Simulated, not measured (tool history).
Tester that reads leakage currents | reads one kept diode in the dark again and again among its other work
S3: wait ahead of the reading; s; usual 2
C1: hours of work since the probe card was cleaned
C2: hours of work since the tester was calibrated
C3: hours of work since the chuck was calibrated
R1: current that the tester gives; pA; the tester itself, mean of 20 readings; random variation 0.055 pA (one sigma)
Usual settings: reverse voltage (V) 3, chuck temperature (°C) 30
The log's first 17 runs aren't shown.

run 18 hour=976 | reverse_voltage_(V)=14.05 chuck_temperature_(°C)=30 S3=2 | C1=780 C2=1538 C3=225 | R1=23.92
run 19 hour=1012.8 | reverse_voltage_(V)=3 chuck_temperature_(°C)=26 S3=2 | C1=810 C2=1567 C3=254 | R1=7.66
run 20 hour=1068.6 | reverse_voltage_(V)=3 chuck_temperature_(°C)=26 S3=2 | C1=854 C2=1612 C3=299 | R1=7.67
run 21 hour=1158.6 | reverse_voltage_(V)=2.22 chuck_temperature_(°C)=30 S3=9.88 | C1=926 C2=1683 C3=370 | R1=8.07
run 22 hour=1223.3 | reverse_voltage_(V)=2.22 chuck_temperature_(°C)=30 S3=9.88 | C1=977 C2=1735 C3=422 | R1=8.23
run 23 hour=1274.9 | reverse_voltage_(V)=3 chuck_temperature_(°C)=34 S3=2.21 | C1=1018 C2=1776 C3=463 | R1=12.77
run 24 hour=1362.5 | reverse_voltage_(V)=3 chuck_temperature_(°C)=55 S3=0.7 | C1=1088 C2=1846 C3=533 | R1=51.16
run 25 hour=1412.7 | reverse_voltage_(V)=3.51 chuck_temperature_(°C)=24 S3=2.24 | C1=1128 C2=1886 C3=573 | R1=8.4
run 26 hour=1491.9 | reverse_voltage_(V)=3.51 chuck_temperature_(°C)=24 S3=2.24 | C1=1191 C2=1949 C3=636 | R1=8.55
run 27 hour=1551.7 | reverse_voltage_(V)=3.51 chuck_temperature_(°C)=24 S3=2.24 | C1=1239 C2=1997 C3=684 | R1=8.71
run 28 hour=1626.1 | reverse_voltage_(V)=10.34 chuck_temperature_(°C)=56 S3=6.31 | C1=1298 C2=2056 C3=743 | R1=88.68
run 29 hour=1706.9 | reverse_voltage_(V)=10.34 chuck_temperature_(°C)=56 S3=6.31 | C1=1363 C2=2120 C3=807 | R1=89.14
run 30 hour=1752.3 | reverse_voltage_(V)=4.88 chuck_temperature_(°C)=47 S3=0.65 | C1=1399 C2=2156 C3=843 | R1=39.92
run 31 hour=1793.9 | reverse_voltage_(V)=4.88 chuck_temperature_(°C)=47 S3=0.65 | C1=1432 C2=2190 C3=876 | R1=39.5
run 32 hour=1882.4 | reverse_voltage_(V)=4.88 chuck_temperature_(°C)=22 S3=6.44 | C1=1502 C2=2260 C3=947 | R1=10.75
run 33 hour=1972.9 | reverse_voltage_(V)=2.26 chuck_temperature_(°C)=57 S3=0.5 | C1=1575 C2=2332 C3=1019 | R1=54.29
run 34 hour=2020.1 | reverse_voltage_(V)=2.26 chuck_temperature_(°C)=57 S3=0.5 | C1=1612 C2=2370 C3=1057 | R1=54.57
run 35 hour=2059.4 | reverse_voltage_(V)=3 chuck_temperature_(°C)=21 S3=0.9 | C1=1644 C2=2401 C3=1088 | R1=8.73
run 36 hour=2145.1 | reverse_voltage_(V)=3 chuck_temperature_(°C)=42 S3=4.58 | C1=1712 C2=2469 C3=1156 | R1=22.78
run 37 hour=2219.4 | reverse_voltage_(V)=3 chuck_temperature_(°C)=42 S3=4.58 | C1=1771 C2=2529 C3=1216 | R1=23.04
run 38 hour=2288.5 | reverse_voltage_(V)=2.05 chuck_temperature_(°C)=38 S3=0.49 | C1=1826 C2=2584 C3=1271 | R1=16.55
run 39 hour=2363.9 | reverse_voltage_(V)=2.02 chuck_temperature_(°C)=50 S3=8.57 | C1=1886 C2=2644 C3=1331 | R1=32.6
run 40 hour=2438.4 | reverse_voltage_(V)=2.02 chuck_temperature_(°C)=50 S3=8.57 | C1=1946 C2=2703 C3=1390 | R1=32.69

Forecast each of these 3 alternatives for the next run:
run A hour=2490.7 | reverse_voltage_(V)=4.81 chuck_temperature_(°C)=21 S3=0.94 | C1=1987 C2=2745 C3=1432 | R1=?
run B hour=2490.7 | reverse_voltage_(V)=14.59 chuck_temperature_(°C)=50 S3=8.57 | C1=1987 C2=2745 C3=1432 | R1=?
run C hour=2490.7 | reverse_voltage_(V)=2.56 chuck_temperature_(°C)=24 S3=1.62 | C1=1987 C2=2745 C3=1432 | R1=?

run=A R1=14.01
run=B R1=82.07
run=C R1=8.95
Without the tool's hidden state the same runs would have given:
run=A R1=5.83
run=B R1=56.94
run=C R1=4.59

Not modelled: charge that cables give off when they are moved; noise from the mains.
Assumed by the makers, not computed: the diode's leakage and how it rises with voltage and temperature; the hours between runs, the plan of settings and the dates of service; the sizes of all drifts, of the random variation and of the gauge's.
